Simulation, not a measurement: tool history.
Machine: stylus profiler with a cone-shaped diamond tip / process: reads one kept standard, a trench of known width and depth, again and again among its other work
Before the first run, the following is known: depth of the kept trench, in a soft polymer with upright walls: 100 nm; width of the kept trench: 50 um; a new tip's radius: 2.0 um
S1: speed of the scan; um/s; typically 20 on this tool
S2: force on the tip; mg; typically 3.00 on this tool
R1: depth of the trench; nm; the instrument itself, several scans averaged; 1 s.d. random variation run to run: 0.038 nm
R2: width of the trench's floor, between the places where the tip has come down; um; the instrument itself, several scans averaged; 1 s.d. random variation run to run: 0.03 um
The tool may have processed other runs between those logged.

run,hour,S1,S2,R1,R2
1,0.0,20,3.00,100.78,48.68
2,41.5,20,3.00,100.77,48.70
3,62.2,13,3.00,100.79,48.68
4,90.4,13,3.00,100.80,48.75
5,131.9,13,3.00,100.77,48.74
6,164.1,20,3.00,100.79,48.71
7,183.9,20,3.00,100.78,48.76
8,208.6,20,3.00,100.78,48.67
9,238.7,20,3.00,100.74,48.71
10,259.8,20,3.18,100.87,48.72
11,302.6,20,3.18,100.77,48.70
12,346.6,9,4.11,100.87,48.68
13,372.8,13,4.11,101.01,48.72
14,405.6,13,4.11,100.93,48.72
15,442.7,13,4.11,100.99,48.75
16,477.3,43,4.11,100.91,48.64
17,501.0,6,5.40,101.17,48.74
# hour 512.7: new tip fitted, height scale calibrated
18,521.9,12,1.37,100.49,48.75
19,559.5,15,1.76,100.54,48.74
20,601.5,15,1.76,100.49,48.67
21,629.6,54,4.49,101.03,48.68
22,653.1,54,4.49,101.05,48.66

Branching from run 22: 3 alternative next runs. What would each branch give?
A,687.9,74,1.13,?,?
B,687.9,45,8.95,?,?
C,687.9,50,6.56,?,?

run,R1,R2
A,100.42,48.50
B,101.56,48.66
C,101.26,48.67
Without the tool's unlogged condition, the same runs would have read:
run,R1,R2
A,100.42,48.50
B,101.56,48.66
C,101.26,48.67
